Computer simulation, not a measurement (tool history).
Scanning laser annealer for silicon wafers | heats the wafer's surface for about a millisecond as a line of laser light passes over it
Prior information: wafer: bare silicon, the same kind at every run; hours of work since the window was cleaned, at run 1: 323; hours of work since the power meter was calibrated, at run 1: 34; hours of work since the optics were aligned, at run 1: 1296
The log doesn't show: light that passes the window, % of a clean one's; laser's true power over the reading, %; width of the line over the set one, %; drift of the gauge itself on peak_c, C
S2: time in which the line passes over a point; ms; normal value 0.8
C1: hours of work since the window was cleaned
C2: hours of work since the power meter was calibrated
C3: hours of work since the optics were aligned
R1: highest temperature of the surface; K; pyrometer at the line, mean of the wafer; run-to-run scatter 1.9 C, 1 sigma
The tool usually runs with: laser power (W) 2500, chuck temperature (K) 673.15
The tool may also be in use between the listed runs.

run 1 hour=0 | laser_power_(W)=2500 S2=0.8 chuck_temperature_(K)=673.15 | C1=323 C2=34 C3=1296 | R1=1367.15
run 2 hour=7.2 | laser_power_(W)=2500 S2=0.677 chuck_temperature_(K)=673.15 | C1=327 C2=37 C3=1299 | R1=1309.15
run 3 hour=12.2 | laser_power_(W)=2500 S2=0.677 chuck_temperature_(K)=673.15 | C1=329 C2=40 C3=1302 | R1=1309.15
run 4 hour=22 | laser_power_(W)=2500 S2=0.677 chuck_temperature_(K)=673.15 | C1=334 C2=44 C3=1306 | R1=1310.15
run 5 hour=32.4 | laser_power_(W)=2500 S2=0.677 chuck_temperature_(K)=673.15 | C1=339 C2=49 C3=1311 | R1=1309.15
run 6 hour=40.6 | laser_power_(W)=2500 S2=0.677 chuck_temperature_(K)=673.15 | C1=343 C2=53 C3=1315 | R1=1308.15
run 7 hour=51.4 | laser_power_(W)=2706 S2=0.677 chuck_temperature_(K)=673.15 | C1=348 C2=58 C3=1320 | R1=1371.15
run 8 hour=58.4 | laser_power_(W)=2706 S2=0.677 chuck_temperature_(K)=673.15 | C1=351 C2=61 C3=1323 | R1=1369.15
run 9 hour=67.9 | laser_power_(W)=2706 S2=0.677 chuck_temperature_(K)=673.15 | C1=355 C2=66 C3=1328 | R1=1366.15
run 10 hour=75.6 | laser_power_(W)=2514 S2=0.8 chuck_temperature_(K)=673.15 | C1=359 C2=70 C3=1331 | R1=1375.15
run 11 hour=87.1 | laser_power_(W)=2514 S2=0.8 chuck_temperature_(K)=673.15 | C1=364 C2=75 C3=1337 | R1=1373.15
run 12 hour=94 | laser_power_(W)=2500 S2=0.699 chuck_temperature_(K)=673.15 | C1=368 C2=78 C3=1340 | R1=1318.15
-- hour=102.9 optics aligned, line set to its width
run 13 hour=107.1 | laser_power_(W)=2500 S2=0.8 chuck_temperature_(K)=673.15 | C1=372 C2=82 C3=2 | R1=1378.15
run 14 hour=114.9 | laser_power_(W)=2500 S2=0.916 chuck_temperature_(K)=673.15 | C1=375 C2=86 C3=6 | R1=1430.15
run 15 hour=125.6 | laser_power_(W)=2500 S2=0.916 chuck_temperature_(K)=673.15 | C1=380 C2=91 C3=11 | R1=1432.15
run 16 hour=136.2 | laser_power_(W)=2500 S2=0.9 chuck_temperature_(K)=673.15 | C1=385 C2=96 C3=16 | R1=1426.15
run 17 hour=145.9 | laser_power_(W)=2500 S2=0.9 chuck_temperature_(K)=673.15 | C1=390 C2=100 C3=20 | R1=1422.15
run 18 hour=155 | laser_power_(W)=2500 S2=0.9 chuck_temperature_(K)=673.15 | C1=394 C2=105 C3=25 | R1=1421.15

Forecast run 19:
run 19 hour=159.9 | laser_power_(W)=2473 S2=0.9 chuck_temperature_(K)=677.15 | C1=397 C2=107 C3=27 | R1=?

R1: 1421.15 K
Minus the tool's unlogged condition, the same run would have read R1 1439.15 K.

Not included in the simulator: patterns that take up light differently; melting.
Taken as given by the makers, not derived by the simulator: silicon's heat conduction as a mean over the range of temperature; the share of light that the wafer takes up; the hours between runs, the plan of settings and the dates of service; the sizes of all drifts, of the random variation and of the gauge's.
